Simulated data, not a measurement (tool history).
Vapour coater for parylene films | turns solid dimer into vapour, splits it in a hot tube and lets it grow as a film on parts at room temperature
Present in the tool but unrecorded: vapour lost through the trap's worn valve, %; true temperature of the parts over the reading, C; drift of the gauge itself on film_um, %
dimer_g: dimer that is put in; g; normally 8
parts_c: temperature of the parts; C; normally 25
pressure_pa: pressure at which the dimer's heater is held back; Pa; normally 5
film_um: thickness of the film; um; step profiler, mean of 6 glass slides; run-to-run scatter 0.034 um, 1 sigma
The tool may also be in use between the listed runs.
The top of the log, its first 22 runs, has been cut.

| run | hour | dimer_g | parts_c | pressure_pa | hours of work since the trap's valve was overhauled | hours of work since the table's thermometer was calibrated | film_um |
|---|---|---|---|---|---|---|---|
| 23 | 739.1 | 4 | 22 | 8.55 | 43 | 912 | 1.56 |
| 24 | 781.8 | 3 | 22 | 9.86 | 76 | 945 | 1.15 |
| 25 | 810.7 | 14 | 19 | 6.72 | 98 | 967 | 6.39 |
| 26 | 835 | 6 | 31 | 9.99 | 117 | 985 | 1.69 |
| 27 | 872.6 | 8 | 22 | 5 | 145 | 1014 | 3.54 |
| 28 | 904.2 | 8 | 30 | 5 | 169 | 1038 | 2.66 |
| 29 | 926.3 | 8 | 25 | 4.66 | 186 | 1055 | 3.17 |
| 30 | 964.8 | 4 | 29 | 8.45 | 216 | 1084 | 1.22 |

Each row is a separate what-if for the run after 30, all from the same tool condition, not one after another. Results?
| A | 988.5 | 10 | 25 | 5 | 234 | 1103 | ? |
| B | 988.5 | 3 | 17 | 3.86 | 234 | 1103 | ? |
| C | 988.5 | 3 | 19 | 7.08 | 234 | 1103 | ? |
| D | 988.5 | 5 | 20 | 10.17 | 234 | 1103 | ? |

| run | film_um |
|---|---|
| A | 3.83 |
| B | 1.56 |
| C | 1.29 |
| D | 1.89 |
Without the tool's unlogged condition, the same runs would have read:
| run | film_um |
|---|---|
| A | 4.28 |
| B | 1.74 |
| C | 1.44 |
| D | 2.11 |
